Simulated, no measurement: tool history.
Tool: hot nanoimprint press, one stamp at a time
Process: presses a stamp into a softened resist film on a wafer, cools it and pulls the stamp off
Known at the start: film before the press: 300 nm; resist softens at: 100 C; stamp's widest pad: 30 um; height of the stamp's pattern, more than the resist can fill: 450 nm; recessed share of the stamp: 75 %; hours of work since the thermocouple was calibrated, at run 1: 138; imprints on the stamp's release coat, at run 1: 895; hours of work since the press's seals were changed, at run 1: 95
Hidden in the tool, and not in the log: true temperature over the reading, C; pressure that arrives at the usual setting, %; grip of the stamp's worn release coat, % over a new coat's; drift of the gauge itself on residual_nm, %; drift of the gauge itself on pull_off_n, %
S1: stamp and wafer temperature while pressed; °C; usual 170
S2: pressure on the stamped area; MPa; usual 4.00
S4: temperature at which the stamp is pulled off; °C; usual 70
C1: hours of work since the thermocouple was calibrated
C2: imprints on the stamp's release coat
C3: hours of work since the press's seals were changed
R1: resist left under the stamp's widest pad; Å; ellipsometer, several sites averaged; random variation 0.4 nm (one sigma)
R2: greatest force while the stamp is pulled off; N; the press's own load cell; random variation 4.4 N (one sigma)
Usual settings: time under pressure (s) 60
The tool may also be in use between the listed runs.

{"run": 1, "hour": 0.0, "S1": 170, "S2": 4.0, "time under pressure (s)": 60, "S4": 70, "C1": 138, "C2": 895, "C3": 95, "R1": 1581, "R2": 294}
{"hour": 8.1, "done": "stamp cleaned and given a new release coat"}
{"run": 2, "hour": 13.6, "S1": 170, "S2": 4.65, "time under pressure (s)": 60, "S4": 70, "C1": 143, "C2": 26, "C3": 99, "R1": 1479, "R2": 219}
{"run": 3, "hour": 19.8, "S1": 170, "S2": 4.65, "time under pressure (s)": 60, "S4": 70, "C1": 147, "C2": 55, "C3": 103, "R1": 1482, "R2": 221}
{"run": 4, "hour": 26.1, "S1": 170, "S2": 4.65, "time under pressure (s)": 60, "S4": 70, "C1": 151, "C2": 84, "C3": 107, "R1": 1483, "R2": 224}
{"run": 5, "hour": 37.0, "S1": 170, "S2": 4.65, "time under pressure (s)": 60, "S4": 70, "C1": 158, "C2": 134, "C3": 114, "R1": 1481, "R2": 217}
{"run": 6, "hour": 45.8, "S1": 170, "S2": 4.0, "time under pressure (s)": 34, "S4": 70, "C1": 164, "C2": 175, "C3": 120, "R1": 1888, "R2": 233}
{"run": 7, "hour": 53.0, "S1": 170, "S2": 4.0, "time under pressure (s)": 34, "S4": 70, "C1": 169, "C2": 208, "C3": 125, "R1": 1877, "R2": 233}
{"run": 8, "hour": 62.1, "S1": 170, "S2": 4.0, "time under pressure (s)": 60, "S4": 74, "C1": 175, "C2": 250, "C3": 131, "R1": 1580, "R2": 206}
{"run": 9, "hour": 68.9, "S1": 170, "S2": 5.63, "time under pressure (s)": 60, "S4": 70, "C1": 179, "C2": 282, "C3": 135, "R1": 1354, "R2": 232}
{"run": 10, "hour": 77.8, "S1": 170, "S2": 5.63, "time under pressure (s)": 60, "S4": 70, "C1": 185, "C2": 323, "C3": 141, "R1": 1358, "R2": 232}
{"hour": 81.6, "done": "plate thermocouple calibrated"}
{"run": 11, "hour": 88.2, "S1": 170, "S2": 4.22, "time under pressure (s)": 60, "S4": 70, "C1": 4, "C2": 357, "C3": 145, "R1": 1523, "R2": 244}
{"run": 12, "hour": 97.9, "S1": 170, "S2": 4.0, "time under pressure (s)": 60, "S4": 68, "C1": 10, "C2": 402, "C3": 152, "R1": 1557, "R2": 253}
{"run": 13, "hour": 107.1, "S1": 173, "S2": 2.51, "time under pressure (s)": 48, "S4": 66, "C1": 16, "C2": 444, "C3": 158, "R1": 1865, "R2": 264}
{"hour": 118.3, "done": "plate thermocouple calibrated, once more"}
{"run": 14, "hour": 119.5, "S1": 173, "S2": 2.51, "time under pressure (s)": 48, "S4": 66, "C1": 1, "C2": 488, "C3": 164, "R1": 1901, "R2": 279}
{"run": 15, "hour": 127.4, "S1": 173, "S2": 2.46, "time under pressure (s)": 63, "S4": 66, "C1": 6, "C2": 525, "C3": 169, "R1": 1768, "R2": 279}
{"run": 16, "hour": 133.2, "S1": 172, "S2": 2.64, "time under pressure (s)": 38, "S4": 75, "C1": 10, "C2": 551, "C3": 172, "R1": 2038, "R2": 228}
{"run": 17, "hour": 144.1, "S1": 172, "S2": 2.64, "time under pressure (s)": 38, "S4": 75, "C1": 17, "C2": 602, "C3": 179, "R1": 2033, "R2": 236}
{"run": 18, "hour": 149.1, "S1": 170, "S2": 4.73, "time under pressure (s)": 82, "S4": 74, "C1": 20, "C2": 625, "C3": 183, "R1": 1328, "R2": 246}
{"run": 19, "hour": 156.9, "S1": 170, "S2": 2.41, "time under pressure (s)": 82, "S4": 74, "C1": 25, "C2": 661, "C3": 188, "R1": 1767, "R2": 244}
{"run": 20, "hour": 162.8, "S1": 169, "S2": 2.4, "time under pressure (s)": 60, "S4": 70, "C1": 29, "C2": 688, "C3": 192, "R1": 1985, "R2": 279}
{"run": 21, "hour": 172.4, "S1": 169, "S2": 2.4, "time under pressure (s)": 60, "S4": 70, "C1": 35, "C2": 732, "C3": 198, "R1": 1984, "R2": 275}
{"run": 22, "hour": 183.2, "S1": 167, "S2": 2.43, "time under pressure (s)": 53, "S4": 73, "C1": 42, "C2": 782, "C3": 205, "R1": 2134, "R2": 265}
{"run": 23, "hour": 193.1, "S1": 167, "S2": 2.43, "time under pressure (s)": 53, "S4": 73, "C1": 48, "C2": 828, "C3": 211, "R1": 2125, "R2": 281}

Forecast each of these 4 alternatives for the next run:
{"run": "A", "hour": 200.3, "S1": 167, "S2": 4.0, "time under pressure (s)": 102, "S4": 70, "C1": 53, "C2": 861, "C3": 216, "R1": "?", "R2": "?"}
{"run": "B", "hour": 200.3, "S1": 181, "S2": 4.05, "time under pressure (s)": 60, "S4": 58, "C1": 53, "C2": 861, "C3": 216, "R1": "?", "R2": "?"}
{"run": "C", "hour": 200.3, "S1": 160, "S2": 4.0, "time under pressure (s)": 61, "S4": 70, "C1": 53, "C2": 861, "C3": 216, "R1": "?", "R2": "?"}
{"run": "D", "hour": 200.3, "S1": 167, "S2": 3.47, "time under pressure (s)": 53, "S4": 73, "C1": 53, "C2": 861, "C3": 216, "R1": "?", "R2": "?"}

run=A R1=1446 R2=293
run=B R1=1159 R2=384
run=C R1=2067 R2=301
run=D R1=1900 R2=271
Without the tool's hidden state the same runs would have given:
run=A R1=1459 R2=211
run=B R1=1168 R2=275
run=C R1=2082 R2=216
run=D R1=1915 R2=195

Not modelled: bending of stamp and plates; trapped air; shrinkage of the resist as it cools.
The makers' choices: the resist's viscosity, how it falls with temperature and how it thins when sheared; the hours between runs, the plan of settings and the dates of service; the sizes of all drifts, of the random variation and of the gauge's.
